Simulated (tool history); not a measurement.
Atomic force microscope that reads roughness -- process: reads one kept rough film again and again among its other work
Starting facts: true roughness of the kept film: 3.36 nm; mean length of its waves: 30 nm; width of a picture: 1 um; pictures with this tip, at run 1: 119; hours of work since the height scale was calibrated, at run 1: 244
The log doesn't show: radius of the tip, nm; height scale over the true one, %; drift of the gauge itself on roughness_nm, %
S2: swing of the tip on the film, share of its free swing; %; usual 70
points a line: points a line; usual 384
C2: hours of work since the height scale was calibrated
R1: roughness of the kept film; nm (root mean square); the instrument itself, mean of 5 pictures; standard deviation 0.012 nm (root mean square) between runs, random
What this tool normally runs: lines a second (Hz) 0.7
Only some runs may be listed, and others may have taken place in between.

{"run": 1, "day": 0.0, "lines a second (Hz)": 0.7, "S2": 70, "points a line": 384, "pictures with this tip": 119, "C2": 244, "R1": 2.554}
{"run": 2, "day": 0.371, "lines a second (Hz)": 0.7, "S2": 70, "points a line": 707, "pictures with this tip": 132, "C2": 250, "R1": 2.531}
{"run": 3, "day": 0.825, "lines a second (Hz)": 0.64, "S2": 70, "points a line": 384, "pictures with this tip": 147, "C2": 258, "R1": 2.499}
{"run": 4, "day": 1.404, "lines a second (Hz)": 0.64, "S2": 70, "points a line": 384, "pictures with this tip": 167, "C2": 268, "R1": 2.406}
{"run": 5, "day": 1.904, "lines a second (Hz)": 0.64, "S2": 70, "points a line": 384, "pictures with this tip": 184, "C2": 276, "R1": 2.369}
{"run": 6, "day": 2.421, "lines a second (Hz)": 0.64, "S2": 70, "points a line": 384, "pictures with this tip": 201, "C2": 285, "R1": 2.341}
{"run": 7, "day": 2.75, "lines a second (Hz)": 0.64, "S2": 70, "points a line": 384, "pictures with this tip": 212, "C2": 291, "R1": 2.312}
{"run": 8, "day": 3.3, "lines a second (Hz)": 0.64, "S2": 70, "points a line": 384, "pictures with this tip": 231, "C2": 300, "R1": 2.262}
{"run": 9, "day": 3.846, "lines a second (Hz)": 0.7, "S2": 70, "points a line": 384, "pictures with this tip": 249, "C2": 309, "R1": 2.215}
{"run": 10, "day": 4.238, "lines a second (Hz)": 0.7, "S2": 70, "points a line": 384, "pictures with this tip": 263, "C2": 316, "R1": 2.189}
{"run": 11, "day": 4.558, "lines a second (Hz)": 0.7, "S2": 80, "points a line": 384, "pictures with this tip": 274, "C2": 322, "R1": 2.151}
{"run": 12, "day": 5.158, "lines a second (Hz)": 0.7, "S2": 70, "points a line": 384, "pictures with this tip": 294, "C2": 332, "R1": 2.14}
{"run": 13, "day": 5.458, "lines a second (Hz)": 0.7, "S2": 72, "points a line": 384, "pictures with this tip": 304, "C2": 337, "R1": 2.108}
{"run": 14, "day": 5.95, "lines a second (Hz)": 0.7, "S2": 72, "points a line": 384, "pictures with this tip": 321, "C2": 345, "R1": 2.076}
{"day": 6.129, "done": "new tip fitted"}
{"run": 15, "day": 6.588, "lines a second (Hz)": 0.7, "S2": 72, "points a line": 384, "pictures with this tip": 16, "C2": 356, "R1": 2.777}
{"run": 16, "day": 6.962, "lines a second (Hz)": 0.7, "S2": 72, "points a line": 384, "pictures with this tip": 28, "C2": 362, "R1": 2.741}
{"day": 7.033, "done": "height scale calibrated on a step standard"}
{"run": 17, "day": 7.412, "lines a second (Hz)": 0.7, "S2": 70, "points a line": 384, "pictures with this tip": 42, "C2": 7, "R1": 2.703}
{"run": 18, "day": 7.958, "lines a second (Hz)": 0.7, "S2": 70, "points a line": 384, "pictures with this tip": 61, "C2": 16, "R1": 2.643}
{"run": 19, "day": 8.462, "lines a second (Hz)": 0.7, "S2": 70, "points a line": 384, "pictures with this tip": 78, "C2": 24, "R1": 2.597}
{"run": 20, "day": 8.854, "lines a second (Hz)": 0.7, "S2": 70, "points a line": 925, "pictures with this tip": 91, "C2": 31, "R1": 2.567}
{"run": 21, "day": 9.212, "lines a second (Hz)": 0.7, "S2": 70, "points a line": 925, "pictures with this tip": 103, "C2": 37, "R1": 2.54}
{"run": 22, "day": 9.717, "lines a second (Hz)": 0.7, "S2": 70, "points a line": 925, "pictures with this tip": 120, "C2": 46, "R1": 2.497}
{"run": 23, "day": 10.371, "lines a second (Hz)": 0.7, "S2": 70, "points a line": 384, "pictures with this tip": 142, "C2": 57, "R1": 2.425}
{"day": 10.646, "done": "height scale calibrated on a step standard, once more"}
{"run": 24, "day": 11.046, "lines a second (Hz)": 0.7, "S2": 70, "points a line": 384, "pictures with this tip": 164, "C2": 7, "R1": 2.384}
{"run": 25, "day": 11.317, "lines a second (Hz)": 0.7, "S2": 70, "points a line": 384, "pictures with this tip": 173, "C2": 11, "R1": 2.345}
{"run": 26, "day": 11.625, "lines a second (Hz)": 0.7, "S2": 70, "points a line": 384, "pictures with this tip": 183, "C2": 17, "R1": 2.344}
{"run": 27, "day": 12.125, "lines a second (Hz)": 1.912, "S2": 59, "points a line": 384, "pictures with this tip": 200, "C2": 25, "R1": 2.287}
{"run": 28, "day": 12.429, "lines a second (Hz)": 0.7, "S2": 82, "points a line": 269, "pictures with this tip": 210, "C2": 30, "R1": 2.23}
{"run": 29, "day": 12.762, "lines a second (Hz)": 0.7, "S2": 64, "points a line": 554, "pictures with this tip": 222, "C2": 36, "R1": 2.27}
{"run": 30, "day": 13.117, "lines a second (Hz)": 0.721, "S2": 57, "points a line": 766, "pictures with this tip": 234, "C2": 42, "R1": 2.248}
{"run": 31, "day": 13.683, "lines a second (Hz)": 0.721, "S2": 57, "points a line": 766, "pictures with this tip": 253, "C2": 52, "R1": 2.202}
{"run": 32, "day": 14.183, "lines a second (Hz)": 0.7, "S2": 85, "points a line": 276, "pictures with this tip": 270, "C2": 60, "R1": 2.109}
{"run": 33, "day": 14.796, "lines a second (Hz)": 0.7, "S2": 85, "points a line": 276, "pictures with this tip": 291, "C2": 71, "R1": 2.053}
{"run": 34, "day": 15.246, "lines a second (Hz)": 2.11, "S2": 80, "points a line": 437, "pictures with this tip": 306, "C2": 79, "R1": 1.984}
{"run": 35, "day": 15.579, "lines a second (Hz)": 3.185, "S2": 81, "points a line": 606, "pictures with this tip": 317, "C2": 84, "R1": 1.901}
{"day": 15.871, "done": "new tip fitted"}
{"run": 36, "day": 15.921, "lines a second (Hz)": 3.185, "S2": 81, "points a line": 606, "pictures with this tip": 2, "C2": 90, "R1": 2.623}
{"run": 37, "day": 16.521, "lines a second (Hz)": 0.52, "S2": 83, "points a line": 264, "pictures with this tip": 22, "C2": 100, "R1": 2.71}
{"run": 38, "day": 17.079, "lines a second (Hz)": 0.52, "S2": 83, "points a line": 264, "pictures with this tip": 41, "C2": 110, "R1": 2.654}
{"run": 39, "day": 17.467, "lines a second (Hz)": 0.52, "S2": 83, "points a line": 264, "pictures with this tip": 54, "C2": 116, "R1": 2.621}
{"run": 40, "day": 17.904, "lines a second (Hz)": 0.702, "S2": 70, "points a line": 351, "pictures with this tip": 69, "C2": 124, "R1": 2.586}
{"run": 41, "day": 18.375, "lines a second (Hz)": 3.972, "S2": 61, "points a line": 384, "pictures with this tip": 85, "C2": 132, "R1": 2.496}
{"run": 42, "day": 18.817, "lines a second (Hz)": 0.7, "S2": 85, "points a line": 889, "pictures with this tip": 100, "C2": 140, "R1": 2.492}
{"run": 43, "day": 19.462, "lines a second (Hz)": 0.7, "S2": 85, "points a line": 889, "pictures with this tip": 122, "C2": 151, "R1": 2.438}
{"run": 44, "day": 19.875, "lines a second (Hz)": 3.304, "S2": 74, "points a line": 384, "pictures with this tip": 136, "C2": 158, "R1": 2.285}
{"run": 45, "day": 20.429, "lines a second (Hz)": 3.304, "S2": 55, "points a line": 701, "pictures with this tip": 155, "C2": 167, "R1": 2.366}
{"run": 46, "day": 20.888, "lines a second (Hz)": 1.556, "S2": 69, "points a line": 306, "pictures with this tip": 170, "C2": 175, "R1": 2.313}
{"run": 47, "day": 21.2, "lines a second (Hz)": 1.556, "S2": 69, "points a line": 306, "pictures with this tip": 181, "C2": 180, "R1": 2.28}
{"run": 48, "day": 21.588, "lines a second (Hz)": 0.909, "S2": 68, "points a line": 335, "pictures with this tip": 194, "C2": 187, "R1": 2.272}
{"run": 49, "day": 22.142, "lines a second (Hz)": 0.938, "S2": 63, "points a line": 387, "pictures with this tip": 212, "C2": 196, "R1": 2.232}
{"run": 50, "day": 22.75, "lines a second (Hz)": 1.328, "S2": 70, "points a line": 384, "pictures with this tip": 233, "C2": 207, "R1": 2.151}
{"run": 51, "day": 23.229, "lines a second (Hz)": 1.328, "S2": 70, "points a line": 291, "pictures with this tip": 249, "C2": 215, "R1": 2.132}
{"run": 52, "day": 23.85, "lines a second (Hz)": 1.328, "S2": 70, "points a line": 291, "pictures with this tip": 270, "C2": 226, "R1": 2.094}

Hidden condition of the tool, last listed run before each entry between runs versus first listed run after:
Logged between run 14 and run 15: new tip fitted (day 6.129)
  radius of the tip, nm: 39 -> 11.8; height scale over the true one, %: -0.7 -> -0.72
  measured result minus the result with no hidden state, R1: -0.79 -> -0.084 nm (root mean square)
Logged between run 16 and run 17: height scale calibrated on a step standard (day 7.033)
  radius of the tip, nm: 12.9 -> 14.3; height scale over the true one, %: -0.73 -> -0.88
  measured result minus the result with no hidden state, R1: -0.123 -> -0.174 nm (root mean square)
Logged between run 23 and run 24: height scale calibrated on a step standard, once more (day 10.646)
  radius of the tip, nm: 23.7 -> 25.8; height scale over the true one, %: -0.97 -> 0.06
  measured result minus the result with no hidden state, R1: -0.452 -> -0.482 nm (root mean square)
Logged between run 35 and run 36: new tip fitted (day 15.871)
  radius of the tip, nm: 40.6 -> 11; height scale over the true one, %: -0.08 -> -0.09
  measured result minus the result with no hidden state, R1: -0.749 -> -0.036 nm (root mean square)
